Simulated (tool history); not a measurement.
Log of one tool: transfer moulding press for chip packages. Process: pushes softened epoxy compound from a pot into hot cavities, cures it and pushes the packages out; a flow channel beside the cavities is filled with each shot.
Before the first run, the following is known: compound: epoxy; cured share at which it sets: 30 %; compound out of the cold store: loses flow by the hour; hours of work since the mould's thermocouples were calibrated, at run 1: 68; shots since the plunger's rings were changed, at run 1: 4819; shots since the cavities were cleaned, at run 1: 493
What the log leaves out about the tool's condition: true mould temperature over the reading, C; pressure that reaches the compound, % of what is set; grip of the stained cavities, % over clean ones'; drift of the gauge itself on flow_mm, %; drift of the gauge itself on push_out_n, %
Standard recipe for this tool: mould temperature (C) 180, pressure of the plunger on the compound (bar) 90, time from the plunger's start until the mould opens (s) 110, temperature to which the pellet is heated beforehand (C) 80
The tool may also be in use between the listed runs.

run,hour,mould temperature (C),pressure of the plunger on the compound (bar),time from the plunger's start until the mould opens (s),temperature to which the pellet is heated beforehand (C),hours of work since the mould's thermocouples were calibrated,shots since the plunger's rings were changed,shots since the cavities were cleaned,incoming compound's hours out of the cold store,length that the compound runs in the flow channel (mm),greatest force on the pins that push the packages out (N)
1,0,180,90,110,80,68,4819,493,32.5,612,468
2,16.8,180,90,116,80,76,4954,628,9.9,671,507
# hour 41.3: cavities cleaned with cleaning compound and waxed
3,41.3,180,90,116,80,87,5140,0,36.6,603,318
4,55,180,90,116,80,94,5250,110,40.9,587,354
5,70.3,180,90,116,80,101,5374,234,30.9,610,419
6,88.1,180,90,116,89,109,5517,377,45.8,573,454
# hour 96.1: plunger's sealing rings changed
7,105.4,180,90,116,89,116,75,497,30.5,664,477
8,115.5,180,90,110,80,121,157,579,12,716,516
9,131.3,180,90,110,80,129,284,706,24.1,673,553
# hour 146.7: cavities cleaned with cleaning compound and waxed
10,152.4,180,90,110,80,138,442,46,37.8,638,335
11,170.9,180,90.7,111,80,147,592,196,38.1,644,399
12,185.1,180,90.7,111,80,154,706,310,8.2,720,463
13,207.8,180,90.7,111,80,164,889,493,33.9,650,491
14,220.9,181,106.2,111,80,171,994,598,27.9,716,506
15,235.9,175,101.1,97,72,178,1116,720,42.3,665,950
# hour 248.8: cavities cleaned with cleaning compound and waxed
16,260.8,177,80.1,95,88,189,1305,97,24.4,637,584
17,283.8,184,73.3,137,73,200,1490,282,25.5,590,407
18,299.2,180,92.5,110,80,207,1614,406,33.9,645,472
19,317.6,180,82.9,110,80,216,1763,555,34.5,612,521

Below are 5 alternative next runs, each starting from the tool's condition after run 19. Predict each:
A,335.8,185,104,110,74,224,1910,702,14.6,?,?
B,335.8,180,74.4,110,89,224,1910,702,9.8,?,?
C,335.8,180,72.2,147,84,224,1910,702,47,?,?
D,335.8,180,72.7,146,73,224,1910,702,37.2,?,?
E,335.8,180,82.9,109,75,224,1910,702,32.3,?,?

run,length that the compound runs in the flow channel (mm),greatest force on the pins that push the packages out (N)
A,728,517
B,640,560
C,538,478
D,560,488
E,614,556
What these runs would have given with no unlogged condition in the tool:
run,length that the compound runs in the flow channel (mm),greatest force on the pins that push the packages out (N)
A,749,294
B,658,320
C,553,272
D,576,277
E,631,317
